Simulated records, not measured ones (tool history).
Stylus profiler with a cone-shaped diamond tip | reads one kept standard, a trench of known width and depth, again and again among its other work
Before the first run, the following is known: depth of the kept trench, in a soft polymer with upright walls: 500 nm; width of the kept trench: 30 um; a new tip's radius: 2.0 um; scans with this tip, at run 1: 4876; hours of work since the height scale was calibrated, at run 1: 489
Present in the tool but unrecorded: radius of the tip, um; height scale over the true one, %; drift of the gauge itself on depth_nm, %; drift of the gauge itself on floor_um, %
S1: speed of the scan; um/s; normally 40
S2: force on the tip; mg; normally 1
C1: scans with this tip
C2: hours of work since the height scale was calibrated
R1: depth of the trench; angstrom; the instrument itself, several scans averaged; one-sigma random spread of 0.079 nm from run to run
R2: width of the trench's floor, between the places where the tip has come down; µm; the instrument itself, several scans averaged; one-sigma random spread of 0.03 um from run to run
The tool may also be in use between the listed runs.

run 1 hour=0 | S1=40 S2=1 | C1=4876 C2=489 | R1=5024 R2=26.83
run 2 hour=20.7 | S1=71 S2=1 | C1=5020 C2=504 | R1=5024.5 R2=26.75
run 3 hour=35.9 | S1=52 S2=1 | C1=5126 C2=515 | R1=5024.2 R2=26.83
run 4 hour=56.8 | S1=52 S2=1 | C1=5271 C2=529 | R1=5023.3 R2=26.8
run 5 hour=72.4 | S1=52 S2=1 | C1=5380 C2=540 | R1=5022.2 R2=26.78
run 6 hour=91.6 | S1=40 S2=1 | C1=5514 C2=553 | R1=5023.4 R2=26.76
run 7 hour=116.7 | S1=40 S2=1 | C1=5688 C2=571 | R1=5022.1 R2=26.78
run 8 hour=129.3 | S1=40 S2=1 | C1=5776 C2=580 | R1=5022.4 R2=26.79
run 9 hour=139.9 | S1=40 S2=2.09 | C1=5849 C2=587 | R1=5042 R2=26.83
run 10 hour=155.2 | S1=48 S2=1 | C1=5956 C2=598 | R1=5022.2 R2=26.74
run 11 hour=170.6 | S1=33 S2=1 | C1=6063 C2=609 | R1=5022.9 R2=26.79
run 12 hour=183.6 | S1=33 S2=1 | C1=6153 C2=618 | R1=5021.8 R2=26.82
run 13 hour=206.2 | S1=33 S2=1 | C1=6311 C2=633 | R1=5021.2 R2=26.76
run 14 hour=220.3 | S1=33 S2=1 | C1=6408 C2=643 | R1=5021.3 R2=26.79
run 15 hour=235.5 | S1=33 S2=1 | C1=6514 C2=654 | R1=5022 R2=26.79
run 16 hour=256.8 | S1=36 S2=1 | C1=6663 C2=669 | R1=5021.6 R2=26.69
run 17 hour=275.5 | S1=38 S2=0.4 | C1=6792 C2=682 | R1=5006.3 R2=26.66
run 18 hour=293.8 | S1=38 S2=1.72 | C1=6920 C2=695 | R1=5034.5 R2=26.74
run 19 hour=316.3 | S1=40 S2=0.42 | C1=7077 C2=710 | R1=5008.1 R2=26.67
run 20 hour=333.2 | S1=150 S2=2.52 | C1=7194 C2=722 | R1=5045.7 R2=26.52
-- hour=335.3 height scale calibrated on a step standard
run 21 hour=352.6 | S1=40 S2=1.01 | C1=7325 C2=12 | R1=5018.6 R2=26.66
run 22 hour=378.4 | S1=40 S2=1.01 | C1=7505 C2=30 | R1=5019.8 R2=26.67
run 23 hour=395.1 | S1=44 S2=0.69 | C1=7621 C2=42 | R1=5012.1 R2=26.63
-- hour=408 height scale calibrated on a step standard, once more
run 24 hour=414.3 | S1=44 S2=0.69 | C1=7751 C2=4 | R1=5022.7 R2=26.62
run 25 hour=431.3 | S1=44 S2=0.69 | C1=7870 C2=16 | R1=5022.4 R2=26.69
run 26 hour=455.8 | S1=44 S2=0.69 | C1=8040 C2=33 | R1=5023.6 R2=26.6
run 27 hour=474.3 | S1=35 S2=0.54 | C1=8169 C2=46 | R1=5019.7 R2=26.62
run 28 hour=484.9 | S1=106 S2=0.54 | C1=8242 C2=54 | R1=5018.6 R2=26.33
run 29 hour=495.3 | S1=16 S2=0.64 | C1=8315 C2=61 | R1=5021.7 R2=26.66
run 30 hour=512.4 | S1=19 S2=0.4 | C1=8433 C2=73 | R1=5015.9 R2=26.65
run 31 hour=526 | S1=19 S2=0.4 | C1=8528 C2=82 | R1=5014.6 R2=26.64

3 options for the next run, each taken on its own from the tool as it stands now. Forecast them:
run A hour=540.5 | S1=57 S2=2.2 | C1=8629 C2=93 | R1=? R2=?
run B hour=540.5 | S1=149 S2=1.32 | C1=8629 C2=93 | R1=? R2=?
run C hour=540.5 | S1=11 S2=0.44 | C1=8629 C2=93 | R1=? R2=?

run=A R1=5049.8 R2=26.6
run=B R1=5033.8 R2=26.35
run=C R1=5014.8 R2=26.67
The same runs, with their run-to-run variation unchanged, on a tool lacking any hidden condition would have given:
run=A R1=5050.1 R2=27.24
run=B R1=5034.1 R2=27
run=C R1=5015.1 R2=27.31
